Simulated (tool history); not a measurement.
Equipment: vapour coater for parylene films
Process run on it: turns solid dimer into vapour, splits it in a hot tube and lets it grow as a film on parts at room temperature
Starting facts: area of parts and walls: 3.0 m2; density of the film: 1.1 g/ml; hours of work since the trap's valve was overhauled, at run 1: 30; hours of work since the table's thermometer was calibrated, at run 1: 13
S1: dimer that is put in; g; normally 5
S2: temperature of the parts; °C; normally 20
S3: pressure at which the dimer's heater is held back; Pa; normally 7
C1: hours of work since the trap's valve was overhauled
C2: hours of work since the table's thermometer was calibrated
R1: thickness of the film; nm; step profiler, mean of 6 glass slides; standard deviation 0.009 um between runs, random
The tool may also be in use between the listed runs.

run,day,S1,S2,S3,C1,C2,R1
1,0,5,20,7,30,13,965
2,0.558,5,20,7,37,19,948
3,1.075,5,20,7,43,26,955
4,1.738,5,20,7,51,33,946
5,2.233,5,20,7,56,39,924
6,2.979,5,20,7,65,48,939
7,3.829,5,20,7,75,58,945
8,4.771,5,20,7,87,70,910
9,5.196,5,12,7,92,75,1233
10,5.954,5,12,7,101,84,1231
11,6.758,5,12,7,110,93,1235
12,7.521,6,12,7,119,102,1467
13,8.221,6,12,9.42,128,111,1443
14,8.675,5,15,4.01,133,116,1114
15,9.338,2,14,3.97,141,124,475
16,10.25,3,17,7.2,152,135,579
17,11.271,3,17,7.2,164,147,591
18,11.75,3,17,7.2,170,153,592
19,12.442,3,17,9.51,178,161,594
20,12.95,3,20,3.42,184,167,557
21,13.621,6,15,11.84,192,175,1231
22,14.329,5,22,4.56,200,183,843
23,15.329,7,15,7,212,195,1472
24,16.158,7,15,7,222,205,1460
25,17.046,3,22,4.79,233,216,509

Alternative continuations, all from the tool just after run 25; predict every row:
A,18.083,3,17,4.79,245,228,?
B,18.083,5,19,10.89,245,228,?
C,18.083,3,22,6.38,245,228,?

run,R1
A,589
B,860
C,490
Without the tool's hidden state the same runs would have given:
run,R1
A,661
B,966
C,549

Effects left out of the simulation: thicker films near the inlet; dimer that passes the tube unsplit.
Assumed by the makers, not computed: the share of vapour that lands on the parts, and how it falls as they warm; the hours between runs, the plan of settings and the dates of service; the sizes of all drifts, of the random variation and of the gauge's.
